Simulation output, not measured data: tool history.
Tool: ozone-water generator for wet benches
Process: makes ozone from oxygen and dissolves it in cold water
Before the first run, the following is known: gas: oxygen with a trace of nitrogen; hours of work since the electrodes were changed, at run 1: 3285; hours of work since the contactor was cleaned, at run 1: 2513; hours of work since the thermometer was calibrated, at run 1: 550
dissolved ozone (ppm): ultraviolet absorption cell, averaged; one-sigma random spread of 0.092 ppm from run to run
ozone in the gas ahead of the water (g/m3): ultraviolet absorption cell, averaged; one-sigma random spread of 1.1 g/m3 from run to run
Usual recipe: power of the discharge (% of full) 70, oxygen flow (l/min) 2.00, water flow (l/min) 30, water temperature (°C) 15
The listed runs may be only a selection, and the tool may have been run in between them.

run	hour	power of the discharge (% of full)	oxygen flow (l/min)	water flow (l/min)	water temperature (°C)	hours of work since the electrodes were changed	hours of work since the contactor was cleaned	hours of work since the thermometer was calibrated	dissolved ozone (ppm)	ozone in the gas ahead of the water (g/m3)
1	0.0	70	2.00	30	15	3285	2513	550	8.52	192.0
2	124.9	70	2.00	30	12	3393	2621	657	8.77	190.6
3	320.9	70	2.00	30	12	3561	2789	826	8.45	192.0
4	479.8	70	2.00	30	12	3698	2926	962	8.50	192.4
5	603.3	70	2.00	30	12	3804	3032	1068	8.63	190.3
6	702.5	70	2.00	30	12	3889	3117	1153	8.55	189.4
7	827.5	70	2.00	30	12	3997	3225	1261	8.36	191.7
8	1025.9	70	1.37	30	15	4167	3395	1431	7.69	238.2
9	1154.7	70	1.37	30	15	4278	3506	1542	7.60	237.8
10	1245.3	70	1.37	30	15	4356	3584	1620	7.68	237.0
11	1439.5	70	1.37	30	15	4522	3751	1787	7.76	237.1
12	1571.6	70	2.00	30	15	4636	3864	1900	8.62	191.4
13	1720.8	70	2.00	30	15	4764	3992	2029	8.67	190.0
14	1916.1	70	2.00	30	15	4932	4160	2197	8.42	189.0
15	2062.4	70	2.00	30	15	5058	4286	2322	8.41	190.4
16	2209.1	70	2.00	30	15	5184	4412	2448	8.25	189.1
17	2327.2	70	2.00	30	15	5285	4513	2550	8.52	189.5
18	2533.5	70	2.00	30	15	5463	4691	2727	8.56	187.5
19	2694.2	82	1.61	35	15	5601	4829	2865	7.71	248.4
20	2791.5	82	1.61	35	15	5684	4912	2949	7.63	245.5
21	2966.9	82	1.61	35	15	5835	5063	3100	7.76	247.6
22	3134.8	70	2.00	32	15	5979	5208	3244	7.90	187.3
23	3230.6	70	2.00	32	15	6062	5290	3326	7.90	189.2
24	3431.6	43	2.00	22	15	6235	5463	3499	7.74	123.5
25	3539.0	43	2.00	22	15	6327	5555	3591	7.72	124.0
26	3643.6	93	1.01	22	9	6417	5645	3681	13.15	360.8
27	3803.4	63	2.00	43	15	6554	5782	3818	5.14	173.2
28	3932.8	63	2.00	43	15	6665	5893	3930	5.12	172.6
29	4025.4	63	2.00	43	15	6745	5973	4009	5.15	171.0
30	4120.7	56	1.21	21	9	6827	6055	4091	9.29	210.2
31	4242.0	45	2.00	30	15	6931	6159	4195	5.72	127.5
32	4403.8	70	1.34	30	15	7070	6298	4335	7.77	235.5

Per-run results on a tool with no hidden state, each run keeping its own random variation:
Unlogged tool condition in this case: yield of the discharge, % of new electrodes'; contactor's efficiency, % of a clean one's; true water temperature over the reading, C; drift of the gauge itself on ozone_ppm, %; drift of the gauge itself on gas_g_m3, %.
run	ozone in the gas ahead of the water (g/m3)
1	192.1
2	190.9
3	192.4
4	192.9
5	190.9
6	190.2
7	192.5
8	239.5
9	239.3
10	238.6
11	238.9
12	193.0
13	191.7
14	190.9
15	192.4
16	191.3
17	191.8
18	190.0
19	251.9
20	249.2
21	251.4
22	190.4
23	192.4
24	125.7
25	126.2
26	367.8
27	176.6
28	176.1
29	174.6
30	214.7
31	130.3
32	240.9
For dissolved ozone (ppm), the value without the hidden state is never more than 0.02 from the measured value.
